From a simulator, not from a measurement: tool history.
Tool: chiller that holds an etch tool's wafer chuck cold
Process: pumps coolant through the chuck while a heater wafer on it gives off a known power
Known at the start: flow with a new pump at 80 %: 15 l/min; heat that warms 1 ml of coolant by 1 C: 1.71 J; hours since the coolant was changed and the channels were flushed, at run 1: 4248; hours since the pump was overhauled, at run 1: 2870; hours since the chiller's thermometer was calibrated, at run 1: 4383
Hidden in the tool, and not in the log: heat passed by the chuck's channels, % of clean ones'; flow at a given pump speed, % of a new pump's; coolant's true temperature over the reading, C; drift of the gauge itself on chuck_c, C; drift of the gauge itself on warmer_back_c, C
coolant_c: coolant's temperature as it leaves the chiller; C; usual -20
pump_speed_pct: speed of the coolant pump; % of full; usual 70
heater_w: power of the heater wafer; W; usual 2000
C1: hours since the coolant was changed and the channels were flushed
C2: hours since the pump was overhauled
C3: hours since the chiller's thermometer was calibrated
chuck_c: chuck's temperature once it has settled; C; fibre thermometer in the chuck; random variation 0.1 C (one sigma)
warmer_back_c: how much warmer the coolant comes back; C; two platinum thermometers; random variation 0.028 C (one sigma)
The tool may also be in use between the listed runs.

{"run": 1, "day": 0.0, "coolant_c": -20, "pump_speed_pct": 70, "heater_w": 2000, "C1": 4248, "C2": 2870, "C3": 4383, "chuck_c": -5.8, "warmer_back_c": 5.53}
{"run": 2, "day": 2.117, "coolant_c": -20, "pump_speed_pct": 64, "heater_w": 2000, "C1": 4299, "C2": 2921, "C3": 4434, "chuck_c": -4.9, "warmer_back_c": 6.03}
{"run": 3, "day": 6.433, "coolant_c": -20, "pump_speed_pct": 64, "heater_w": 2000, "C1": 4403, "C2": 3024, "C3": 4538, "chuck_c": -4.8, "warmer_back_c": 5.97}
{"day": 7.175, "done": "chiller's thermometer calibrated"}
{"run": 4, "day": 10.388, "coolant_c": -20, "pump_speed_pct": 70, "heater_w": 2000, "C1": 4496, "C2": 3118, "C3": 77, "chuck_c": -5.0, "warmer_back_c": 5.49}
{"run": 5, "day": 13.521, "coolant_c": -20, "pump_speed_pct": 70, "heater_w": 2000, "C1": 4572, "C2": 3193, "C3": 152, "chuck_c": -4.9, "warmer_back_c": 5.47}
{"run": 6, "day": 17.792, "coolant_c": -20, "pump_speed_pct": 70, "heater_w": 2000, "C1": 4674, "C2": 3296, "C3": 255, "chuck_c": -5.0, "warmer_back_c": 5.48}
{"run": 7, "day": 20.658, "coolant_c": -20, "pump_speed_pct": 70, "heater_w": 2000, "C1": 4743, "C2": 3365, "C3": 324, "chuck_c": -5.1, "warmer_back_c": 5.52}
{"run": 8, "day": 23.025, "coolant_c": -20, "pump_speed_pct": 97, "heater_w": 2000, "C1": 4800, "C2": 3421, "C3": 380, "chuck_c": -8.1, "warmer_back_c": 3.96}
{"run": 9, "day": 24.867, "coolant_c": -20, "pump_speed_pct": 97, "heater_w": 2000, "C1": 4844, "C2": 3465, "C3": 425, "chuck_c": -8.0, "warmer_back_c": 3.97}
{"run": 10, "day": 27.988, "coolant_c": -20, "pump_speed_pct": 70, "heater_w": 2000, "C1": 4919, "C2": 3540, "C3": 500, "chuck_c": -5.1, "warmer_back_c": 5.57}
{"run": 11, "day": 30.738, "coolant_c": -20, "pump_speed_pct": 70, "heater_w": 2000, "C1": 4985, "C2": 3606, "C3": 566, "chuck_c": -5.2, "warmer_back_c": 5.55}
{"run": 12, "day": 33.3, "coolant_c": -20, "pump_speed_pct": 70, "heater_w": 2000, "C1": 5046, "C2": 3668, "C3": 627, "chuck_c": -4.9, "warmer_back_c": 5.55}
{"run": 13, "day": 37.146, "coolant_c": -20, "pump_speed_pct": 70, "heater_w": 2000, "C1": 5139, "C2": 3760, "C3": 719, "chuck_c": -5.1, "warmer_back_c": 5.6}
{"run": 14, "day": 40.133, "coolant_c": -20, "pump_speed_pct": 70, "heater_w": 2000, "C1": 5210, "C2": 3832, "C3": 791, "chuck_c": -4.9, "warmer_back_c": 5.58}
{"run": 15, "day": 43.112, "coolant_c": -20, "pump_speed_pct": 70, "heater_w": 1560, "C1": 5282, "C2": 3903, "C3": 863, "chuck_c": -8.4, "warmer_back_c": 4.34}
{"run": 16, "day": 46.092, "coolant_c": -20, "pump_speed_pct": 70, "heater_w": 1560, "C1": 5353, "C2": 3975, "C3": 934, "chuck_c": -8.1, "warmer_back_c": 4.34}
{"run": 17, "day": 48.221, "coolant_c": -20, "pump_speed_pct": 70, "heater_w": 1560, "C1": 5404, "C2": 4026, "C3": 985, "chuck_c": -8.3, "warmer_back_c": 4.38}
{"run": 18, "day": 50.508, "coolant_c": -23, "pump_speed_pct": 70, "heater_w": 1560, "C1": 5459, "C2": 4081, "C3": 1040, "chuck_c": -11.3, "warmer_back_c": 4.33}
{"run": 19, "day": 52.758, "coolant_c": -23, "pump_speed_pct": 70, "heater_w": 1560, "C1": 5513, "C2": 4135, "C3": 1094, "chuck_c": -11.4, "warmer_back_c": 4.34}
{"run": 20, "day": 54.962, "coolant_c": -23, "pump_speed_pct": 70, "heater_w": 1560, "C1": 5566, "C2": 4188, "C3": 1147, "chuck_c": -11.3, "warmer_back_c": 4.32}
{"run": 21, "day": 57.167, "coolant_c": -21, "pump_speed_pct": 93, "heater_w": 1808, "C1": 5619, "C2": 4241, "C3": 1200, "chuck_c": -9.7, "warmer_back_c": 3.77}
{"run": 22, "day": 61.292, "coolant_c": -21, "pump_speed_pct": 93, "heater_w": 1808, "C1": 5718, "C2": 4340, "C3": 1299, "chuck_c": -9.9, "warmer_back_c": 3.81}
{"run": 23, "day": 63.683, "coolant_c": -20, "pump_speed_pct": 71, "heater_w": 1449, "C1": 5776, "C2": 4397, "C3": 1356, "chuck_c": -9.1, "warmer_back_c": 3.96}
{"run": 24, "day": 66.062, "coolant_c": -20, "pump_speed_pct": 71, "heater_w": 1449, "C1": 5833, "C2": 4454, "C3": 1413, "chuck_c": -9.1, "warmer_back_c": 4.03}
{"run": 25, "day": 68.896, "coolant_c": -24, "pump_speed_pct": 70, "heater_w": 2000, "C1": 5901, "C2": 4522, "C3": 1481, "chuck_c": -8.9, "warmer_back_c": 5.58}
{"run": 26, "day": 72.771, "coolant_c": -17, "pump_speed_pct": 70, "heater_w": 2934, "C1": 5994, "C2": 4615, "C3": 1574, "chuck_c": 5.3, "warmer_back_c": 8.16}
{"run": 27, "day": 76.383, "coolant_c": -17, "pump_speed_pct": 62, "heater_w": 2573, "C1": 6080, "C2": 4702, "C3": 1661, "chuck_c": 4.7, "warmer_back_c": 8.12}
{"run": 28, "day": 79.917, "coolant_c": -20, "pump_speed_pct": 62, "heater_w": 1324, "C1": 6165, "C2": 4787, "C3": 1746, "chuck_c": -8.9, "warmer_back_c": 4.2}
{"run": 29, "day": 82.012, "coolant_c": -15, "pump_speed_pct": 84, "heater_w": 2813, "C1": 6215, "C2": 4837, "C3": 1796, "chuck_c": 4.0, "warmer_back_c": 6.55}
{"run": 30, "day": 85.254, "coolant_c": -15, "pump_speed_pct": 84, "heater_w": 2813, "C1": 6293, "C2": 4915, "C3": 1874, "chuck_c": 3.9, "warmer_back_c": 6.55}
{"run": 31, "day": 88.021, "coolant_c": -15, "pump_speed_pct": 84, "heater_w": 2813, "C1": 6360, "C2": 4981, "C3": 1940, "chuck_c": 3.9, "warmer_back_c": 6.54}
{"run": 32, "day": 91.683, "coolant_c": -15, "pump_speed_pct": 85, "heater_w": 1589, "C1": 6448, "C2": 5069, "C3": 2028, "chuck_c": -4.6, "warmer_back_c": 3.64}

Hidden state at the last listed run before each entry between runs and at the first one after, where it differs:
Between runs 3 and 4: chiller's thermometer calibrated (day 7.175)
  heat passed by the chuck's channels, % of clean ones': 92.2 -> 92; coolant's true temperature over the reading, C: -0.62 -> 0
  measured less the result without the state, chuck_c: +0.6 -> +1.2 C; warmer_back_c: +0.16 -> +0.15 C
